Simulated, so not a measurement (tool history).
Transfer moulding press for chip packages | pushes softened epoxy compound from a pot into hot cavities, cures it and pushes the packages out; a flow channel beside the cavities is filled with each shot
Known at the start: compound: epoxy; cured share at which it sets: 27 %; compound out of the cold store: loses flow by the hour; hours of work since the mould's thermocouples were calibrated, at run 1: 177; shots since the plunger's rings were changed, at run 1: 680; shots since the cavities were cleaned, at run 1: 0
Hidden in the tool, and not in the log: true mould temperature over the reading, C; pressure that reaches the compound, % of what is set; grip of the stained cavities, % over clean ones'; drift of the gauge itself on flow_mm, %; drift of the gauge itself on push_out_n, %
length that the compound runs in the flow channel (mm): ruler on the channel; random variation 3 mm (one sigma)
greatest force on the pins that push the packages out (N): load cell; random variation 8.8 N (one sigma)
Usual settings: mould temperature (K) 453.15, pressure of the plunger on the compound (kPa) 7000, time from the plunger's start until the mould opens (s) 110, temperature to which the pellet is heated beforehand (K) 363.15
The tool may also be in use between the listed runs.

run	hour	mould temperature (K)	pressure of the plunger on the compound (kPa)	time from the plunger's start until the mould opens (s)	temperature to which the pellet is heated beforehand (K)	hours of work since the mould's thermocouples were calibrated	shots since the plunger's rings were changed	shots since the cavities were cleaned	incoming compound's hours out of the cold store	length that the compound runs in the flow channel (mm)	greatest force on the pins that push the packages out (N)
1	0.0	453.15	7000	110	363.15	177	680	0	8.6	870	395
2	6.0	453.15	7000	110	363.15	180	726	46	19.8	800	422
3	15.2	453.15	7000	110	363.15	184	796	116	33.6	726	465
4	19.4	453.15	7000	110	363.15	186	828	148	25.3	776	505
5	28.9	453.15	7000	110	363.15	191	900	220	38.5	717	536
6	36.9	453.15	7000	110	363.15	195	962	282	19.8	801	590
7	44.0	453.15	7000	110	363.15	198	1015	335	38.2	716	596
8	49.8	453.15	7000	110	363.15	201	1059	379	22.7	789	637
9	54.7	453.15	7000	110	363.15	204	1097	417	40.3	702	632
10	61.9	453.15	7000	110	363.15	207	1152	472	36.2	727	638
11	69.4	453.15	7000	110	363.15	211	1209	529	40.3	704	668
12	74.4	453.15	7000	110	363.15	213	1247	567	32.1	737	693
# hour 77.4: cavities cleaned with cleaning compound and waxed
13	84.7	453.15	7000	110	363.15	218	1314	55	11.3	840	457
14	92.2	453.15	7000	110	363.15	221	1371	112	36.1	719	454
15	100.6	453.15	7000	110	371.15	226	1435	176	33.1	734	495
16	110.3	453.15	7000	110	371.15	230	1509	250	47.7	670	542
# hour 112.9: mould's thermocouples calibrated
17	116.5	454.15	8570	110	371.15	2	1541	282	28.6	834	562
18	123.8	456.15	6060	110	363.15	5	1597	338	20.0	726	552
19	127.9	451.15	6520	109	363.15	7	1628	369	20.0	770	712
# hour 132.4: mould's thermocouples calibrated, once more
20	134.1	451.15	8020	109	363.15	1	1660	401	46.6	726	665
21	141.2	451.15	8020	109	363.15	4	1714	455	18.3	861	763
22	148.4	451.15	7000	110	363.15	8	1768	509	23.2	781	763
23	153.6	451.15	5730	138	363.15	10	1808	549	32.6	670	584
# hour 158.6: cavities cleaned with cleaning compound and waxed
24	160.8	453.15	6930	133	363.15	13	1851	16	21.0	785	324
25	167.2	451.15	6480	126	361.15	16	1901	66	46.5	653	393
26	176.8	453.15	7790	110	363.15	21	1974	139	45.3	714	483
27	181.8	457.15	6560	110	363.15	24	2012	177	22.9	749	454
28	187.6	457.15	6560	95	371.15	27	2056	221	42.3	658	542

Measured less the same run without the tool's hidden state. The same run-to-run variation is in both; the gauge's scatter may not be:
run	length that the compound runs in the flow channel (mm)	greatest force on the pins that push the packages out (N)
1	-9	-4
2	-9	+38
3	-9	+95
4	-9	+125
5	-9	+166
6	-11	+211
7	-9	+227
8	-11	+254
9	-10	+265
10	-11	+276
11	-11	+295
12	-12	+314
13	-14	+54
14	-13	+98
15	-13	+140
16	-12	+185
17	-16	+200
18	-15	+212
19	-16	+278
20	-14	+274
21	-17	+331
22	-15	+341
23	-13	+267
24	-16	+16
25	-14	+59
26	-16	+120
27	-17	+128
28	-15	+174
